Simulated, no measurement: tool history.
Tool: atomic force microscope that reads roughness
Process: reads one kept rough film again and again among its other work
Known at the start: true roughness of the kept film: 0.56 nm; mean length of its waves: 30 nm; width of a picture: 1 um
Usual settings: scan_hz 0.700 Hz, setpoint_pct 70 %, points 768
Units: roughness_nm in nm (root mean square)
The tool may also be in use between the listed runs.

run 1 hour=0.0 | scan_hz=0.700 setpoint_pct=70 points=768 | roughness_nm=0.536
run 2 hour=31.3 | scan_hz=0.700 setpoint_pct=70 points=768 | roughness_nm=0.538
run 3 hour=72.4 | scan_hz=1.012 setpoint_pct=70 points=768 | roughness_nm=0.525
run 4 hour=139.5 | scan_hz=0.700 setpoint_pct=70 points=768 | roughness_nm=0.532
run 5 hour=178.0 | scan_hz=0.700 setpoint_pct=70 points=768 | roughness_nm=0.521
run 6 hour=236.7 | scan_hz=3.589 setpoint_pct=70 points=768 | roughness_nm=0.463
-- hour=243.9 height scale calibrated on a step standard
run 7 hour=303.1 | scan_hz=0.700 setpoint_pct=89 points=768 | roughness_nm=0.494
-- hour=312.8 new tip fitted
run 8 hour=373.1 | scan_hz=1.222 setpoint_pct=86 points=374 | roughness_nm=0.486
run 9 hour=434.8 | scan_hz=0.963 setpoint_pct=77 points=282 | roughness_nm=0.510
run 10 hour=502.0 | scan_hz=2.831 setpoint_pct=62 points=721 | roughness_nm=0.506
run 11 hour=539.0 | scan_hz=2.831 setpoint_pct=89 points=342 | roughness_nm=0.396
run 12 hour=576.1 | scan_hz=1.670 setpoint_pct=58 points=282 | roughness_nm=0.515
run 13 hour=619.4 | scan_hz=0.899 setpoint_pct=64 points=768 | roughness_nm=0.519

Forecast each of these 4 alternatives for the next run:
-- hour=624.2 height scale calibrated on a step standard, once more
-- hour=624.7 new tip fitted
run A hour=662.7 | scan_hz=0.700 setpoint_pct=70 points=647 | roughness_nm=?
-- hour=624.2 height scale calibrated on a step standard, once more
-- hour=624.7 new tip fitted
run B hour=662.7 | scan_hz=2.991 setpoint_pct=61 points=768 | roughness_nm=?
-- hour=624.2 height scale calibrated on a step standard, once more
-- hour=624.7 new tip fitted
run C hour=662.7 | scan_hz=0.700 setpoint_pct=63 points=768 | roughness_nm=?
-- hour=624.2 height scale calibrated on a step standard, once more
-- hour=624.7 new tip fitted
run D hour=662.7 | scan_hz=0.899 setpoint_pct=64 points=732 | roughness_nm=?

run=A roughness_nm=0.532
run=B roughness_nm=0.509
run=C roughness_nm=0.536
run=D roughness_nm=0.534
Without the tool's hidden state the same runs would have given:
run=A roughness_nm=0.535
run=B roughness_nm=0.512
run=C roughness_nm=0.539
run=D roughness_nm=0.537
